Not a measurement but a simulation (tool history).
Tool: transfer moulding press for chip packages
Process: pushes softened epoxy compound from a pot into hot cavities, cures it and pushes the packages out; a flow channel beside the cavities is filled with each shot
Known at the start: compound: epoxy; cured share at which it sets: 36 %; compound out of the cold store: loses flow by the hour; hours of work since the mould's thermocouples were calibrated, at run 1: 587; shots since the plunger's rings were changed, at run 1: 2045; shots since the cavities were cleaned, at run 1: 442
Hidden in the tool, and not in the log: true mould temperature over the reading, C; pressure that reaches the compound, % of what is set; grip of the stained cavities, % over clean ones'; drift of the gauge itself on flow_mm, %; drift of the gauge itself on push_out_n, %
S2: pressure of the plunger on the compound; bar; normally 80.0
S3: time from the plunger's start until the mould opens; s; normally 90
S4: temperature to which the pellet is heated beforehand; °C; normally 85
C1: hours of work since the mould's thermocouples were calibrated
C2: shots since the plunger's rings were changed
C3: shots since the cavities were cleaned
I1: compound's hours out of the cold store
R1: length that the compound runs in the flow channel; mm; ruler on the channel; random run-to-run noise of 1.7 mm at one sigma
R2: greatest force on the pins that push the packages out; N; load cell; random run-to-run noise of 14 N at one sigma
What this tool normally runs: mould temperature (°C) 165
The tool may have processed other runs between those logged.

{"run": 1, "hour": 0.0, "mould temperature (°C)": 165, "S2": 80.0, "S3": 90, "S4": 85, "C1": 587, "C2": 2045, "C3": 442, "I1": 11.6, "R1": 640, "R2": 715}
{"hour": 19.8, "done": "cavities cleaned with cleaning compound and waxed"}
{"run": 2, "hour": 52.1, "mould temperature (°C)": 165, "S2": 80.0, "S3": 90, "S4": 85, "C1": 610, "C2": 2516, "C3": 300, "I1": 28.9, "R1": 610, "R2": 660}
{"hour": 89.5, "done": "cavities cleaned with cleaning compound and waxed"}
{"run": 3, "hour": 117.9, "mould temperature (°C)": 165, "S2": 80.0, "S3": 90, "S4": 85, "C1": 640, "C2": 3114, "C3": 264, "I1": 39.6, "R1": 593, "R2": 664}
{"hour": 138.5, "done": "plunger's sealing rings changed"}
{"hour": 160.7, "done": "cavities cleaned with cleaning compound and waxed"}
{"run": 4, "hour": 190.3, "mould temperature (°C)": 165, "S2": 80.0, "S3": 90, "S4": 89, "C1": 672, "C2": 467, "C3": 275, "I1": 12.9, "R1": 634, "R2": 708}
{"hour": 225.3, "done": "cavities cleaned with cleaning compound and waxed"}
{"run": 5, "hour": 267.2, "mould temperature (°C)": 165, "S2": 80.0, "S3": 100, "S4": 85, "C1": 706, "C2": 1168, "C3": 389, "I1": 47.3, "R1": 580, "R2": 534}
{"hour": 290.6, "done": "cavities cleaned with cleaning compound and waxed"}
{"run": 6, "hour": 311.2, "mould temperature (°C)": 165, "S2": 80.0, "S3": 100, "S4": 85, "C1": 726, "C2": 1564, "C3": 192, "I1": 10.4, "R1": 643, "R2": 585}
{"run": 7, "hour": 346.2, "mould temperature (°C)": 165, "S2": 80.0, "S3": 100, "S4": 85, "C1": 742, "C2": 1889, "C3": 517, "I1": 13.7, "R1": 634, "R2": 573}
{"hour": 357.8, "done": "cavities cleaned with cleaning compound and waxed"}
{"hour": 366.7, "done": "mould's thermocouples calibrated"}
{"run": 8, "hour": 380.6, "mould temperature (°C)": 165, "S2": 80.0, "S3": 100, "S4": 85, "C1": 6, "C2": 2176, "C3": 194, "I1": 14.6, "R1": 633, "R2": 530}
{"hour": 424.1, "done": "cavities cleaned with cleaning compound and waxed"}
{"run": 9, "hour": 434.4, "mould temperature (°C)": 165, "S2": 80.0, "S3": 100, "S4": 85, "C1": 31, "C2": 2662, "C3": 96, "I1": 20.8, "R1": 626, "R2": 546}
{"hour": 493.0, "done": "cavities cleaned with cleaning compound and waxed"}
{"hour": 503.1, "done": "plunger's sealing rings changed"}
{"run": 10, "hour": 509.3, "mould temperature (°C)": 165, "S2": 80.0, "S3": 100, "S4": 85, "C1": 63, "C2": 57, "C3": 128, "I1": 22.1, "R1": 624, "R2": 544}
{"run": 11, "hour": 540.1, "mould temperature (°C)": 165, "S2": 80.0, "S3": 90, "S4": 85, "C1": 78, "C2": 344, "C3": 415, "I1": 28.1, "R1": 608, "R2": 693}
{"hour": 565.2, "done": "cavities cleaned with cleaning compound and waxed"}
{"run": 12, "hour": 581.4, "mould temperature (°C)": 165, "S2": 80.0, "S3": 90, "S4": 85, "C1": 96, "C2": 714, "C3": 151, "I1": 21.9, "R1": 623, "R2": 687}
{"hour": 631.2, "done": "cavities cleaned with cleaning compound and waxed"}
{"run": 13, "hour": 633.2, "mould temperature (°C)": 165, "S2": 80.0, "S3": 90, "S4": 85, "C1": 119, "C2": 1181, "C3": 19, "I1": 10.4, "R1": 640, "R2": 726}
{"hour": 696.1, "done": "cavities cleaned with cleaning compound and waxed"}
{"run": 14, "hour": 696.1, "mould temperature (°C)": 165, "S2": 80.0, "S3": 90, "S4": 85, "C1": 148, "C2": 1752, "C3": 0, "I1": 19.0, "R1": 627, "R2": 706}
{"hour": 763.5, "done": "cavities cleaned with cleaning compound and waxed"}
{"run": 15, "hour": 763.5, "mould temperature (°C)": 165, "S2": 80.0, "S3": 90, "S4": 85, "C1": 178, "C2": 2365, "C3": 0, "I1": 42.6, "R1": 590, "R2": 670}
{"run": 16, "hour": 807.5, "mould temperature (°C)": 173, "S2": 70.3, "S3": 86, "S4": 85, "C1": 198, "C2": 2774, "C3": 409, "I1": 10.0, "R1": 584, "R2": 490}
{"hour": 832.0, "done": "cavities cleaned with cleaning compound and waxed"}
{"hour": 867.6, "done": "plunger's sealing rings changed"}
{"run": 17, "hour": 881.0, "mould temperature (°C)": 168, "S2": 70.3, "S3": 86, "S4": 85, "C1": 231, "C2": 124, "C3": 432, "I1": 27.5, "R1": 569, "R2": 611}
{"hour": 901.8, "done": "cavities cleaned with cleaning compound and waxed"}
{"run": 18, "hour": 949.9, "mould temperature (°C)": 167, "S2": 70.3, "S3": 74, "S4": 83, "C1": 262, "C2": 751, "C3": 448, "I1": 28.4, "R1": 569, "R2": 997}
{"hour": 967.0, "done": "cavities cleaned with cleaning compound and waxed"}
{"run": 19, "hour": 1028.3, "mould temperature (°C)": 171, "S2": 84.7, "S3": 90, "S4": 85, "C1": 297, "C2": 1465, "C3": 570, "I1": 30.6, "R1": 612, "R2": 471}
{"hour": 1035.3, "done": "cavities cleaned with cleaning compound and waxed"}
{"run": 20, "hour": 1073.7, "mould temperature (°C)": 166, "S2": 94.8, "S3": 94, "S4": 85, "C1": 318, "C2": 1874, "C3": 358, "I1": 21.0, "R1": 677, "R2": 582}
{"hour": 1104.5, "done": "cavities cleaned with cleaning compound and waxed"}
{"run": 21, "hour": 1111.2, "mould temperature (°C)": 157, "S2": 94.8, "S3": 94, "S4": 75, "C1": 334, "C2": 2208, "C3": 62, "I1": 38.6, "R1": 662, "R2": 1150}
{"hour": 1175.1, "done": "cavities cleaned with cleaning compound and waxed"}
{"run": 22, "hour": 1183.8, "mould temperature (°C)": 168, "S2": 90.9, "S3": 126, "S4": 92, "C1": 367, "C2": 2869, "C3": 81, "I1": 31.3, "R1": 638, "R2": 396}
{"hour": 1230.1, "done": "plunger's sealing rings changed"}
{"hour": 1243.9, "done": "cavities cleaned with cleaning compound and waxed"}
{"run": 23, "hour": 1248.2, "mould temperature (°C)": 168, "S2": 90.9, "S3": 126, "S4": 92, "C1": 395, "C2": 155, "C3": 40, "I1": 23.5, "R1": 652, "R2": 402}
{"run": 24, "hour": 1305.0, "mould temperature (°C)": 168, "S2": 90.9, "S3": 126, "S4": 92, "C1": 421, "C2": 683, "C3": 568, "I1": 42.4, "R1": 622, "R2": 399}
{"hour": 1312.2, "done": "cavities cleaned with cleaning compound and waxed"}
{"run": 25, "hour": 1349.1, "mould temperature (°C)": 172, "S2": 65.1, "S3": 90, "S4": 95, "C1": 441, "C2": 1079, "C3": 344, "I1": 36.1, "R1": 528, "R2": 452}
{"hour": 1379.5, "done": "cavities cleaned with cleaning compound and waxed"}
{"run": 26, "hour": 1389.4, "mould temperature (°C)": 165, "S2": 91.8, "S3": 114, "S4": 85, "C1": 459, "C2": 1440, "C3": 92, "I1": 31.0, "R1": 648, "R2": 455}

Across each entry between runs, compare the hidden state at the last listed run before it with the hidden state at the first listed run after it:
After run 1, before run 2: cavities cleaned with cleaning compound and waxed (hour 19.8)
  pressure that reaches the compound, % of what is set: 99.85 -> 99.81; grip of the stained cavities, % over clean ones': 0.7 -> 0.5
After run 2, before run 3: cavities cleaned with cleaning compound and waxed (hour 89.5)
  pressure that reaches the compound, % of what is set: 99.81 -> 99.77
After run 3, before run 4: plunger's sealing rings changed (hour 138.5); cavities cleaned with cleaning compound and waxed (hour 160.7)
  pressure that reaches the compound, % of what is set: 99.77 -> 99.95
After run 4, before run 5: cavities cleaned with cleaning compound and waxed (hour 225.3)
  pressure that reaches the compound, % of what is set: 99.95 -> 99.9; grip of the stained cavities, % over clean ones': 0.5 -> 0.6
After run 5, before run 6: cavities cleaned with cleaning compound and waxed (hour 290.6)
  pressure that reaches the compound, % of what is set: 99.9 -> 99.87; grip of the stained cavities, % over clean ones': 0.6 -> 0.4
After run 7, before run 8: cavities cleaned with cleaning compound and waxed (hour 357.8); mould's thermocouples calibrated (hour 366.7)
  true mould temperature over the reading, C: 0.01 -> 0; pressure that reaches the compound, % of what is set: 99.85 -> 99.83; grip of the stained cavities, % over clean ones': 0.8 -> 0.3
After run 8, before run 9: cavities cleaned with cleaning compound and waxed (hour 424.1)
  pressure that reaches the compound, % of what is set: 99.83 -> 99.79; grip of the stained cavities, % over clean ones': 0.3 -> 0.2
After run 9, before run 10: cavities cleaned with cleaning compound and waxed (hour 493.0); plunger's sealing rings changed (hour 503.1)
  pressure that reaches the compound, % of what is set: 99.79 -> 99.99; grip of the stained cavities, % over clean ones': 0.2 -> 0.3
After run 11, before run 12: cavities cleaned with cleaning compound and waxed (hour 565.2)
  pressure that reaches the compound, % of what is set: 99.97 -> 99.95; grip of the stained cavities, % over clean ones': 0.7 -> 0.3
After run 12, before run 13: cavities cleaned with cleaning compound and waxed (hour 631.2)
  pressure that reaches the compound, % of what is set: 99.95 -> 99.91; grip of the stained cavities, % over clean ones': 0.3 -> 0.1
After run 13, before run 14: cavities cleaned with cleaning compound and waxed (hour 696.1)
  true mould temperature over the reading, C: 0 -> 0.01; pressure that reaches the compound, % of what is set: 99.91 -> 99.87; grip of the stained cavities, % over clean ones': 0.1 -> 0
After run 14, before run 15: cavities cleaned with cleaning compound and waxed (hour 763.5)
  pressure that reaches the compound, % of what is set: 99.87 -> 99.83
After run 16, before run 17: cavities cleaned with cleaning compound and waxed (hour 832.0); plunger's sealing rings changed (hour 867.6)
  pressure that reaches the compound, % of what is set: 99.8 -> 99.99; grip of the stained cavities, % over clean ones': 0.6 -> 0.7
After run 17, before run 18: cavities cleaned with cleaning compound and waxed (hour 901.8)
  pressure that reaches the compound, % of what is set: 99.99 -> 99.94
After run 18, before run 19: cavities cleaned with cleaning compound and waxed (hour 967.0)
  pressure that reaches the compound, % of what is set: 99.94 -> 99.89; grip of the stained cavities, % over clean ones': 0.7 -> 0.8
After run 19, before run 20: cavities cleaned with cleaning compound and waxed (hour 1035.3)
  pressure that reaches the compound, % of what is set: 99.89 -> 99.86; grip of the stained cavities, % over clean ones': 0.8 -> 0.6
After run 20, before run 21: cavities cleaned with cleaning compound and waxed (hour 1104.5)
  pressure that reaches the compound, % of what is set: 99.86 -> 99.84; grip of the stained cavities, % over clean ones': 0.6 -> 0.2
After run 21, before run 22: cavities cleaned with cleaning compound and waxed (hour 1175.1)
  pressure that reaches the compound, % of what is set: 99.84 -> 99.79
After run 22, before run 23: plunger's sealing rings changed (hour 1230.1); cavities cleaned with cleaning compound and waxed (hour 1243.9)
  pressure that reaches the compound, % of what is set: 99.79 -> 99.98
After run 24, before run 25: cavities cleaned with cleaning compound and waxed (hour 1312.2)
  pressure that reaches the compound, % of what is set: 99.94 -> 99.92; grip of the stained cavities, % over clean ones': 0.8 -> 0.6
After run 25, before run 26: cavities cleaned with cleaning compound and waxed (hour 1379.5)
  pressure that reaches the compound, % of what is set: 99.92 -> 99.89; grip of the stained cavities, % over clean ones': 0.6 -> 0.2
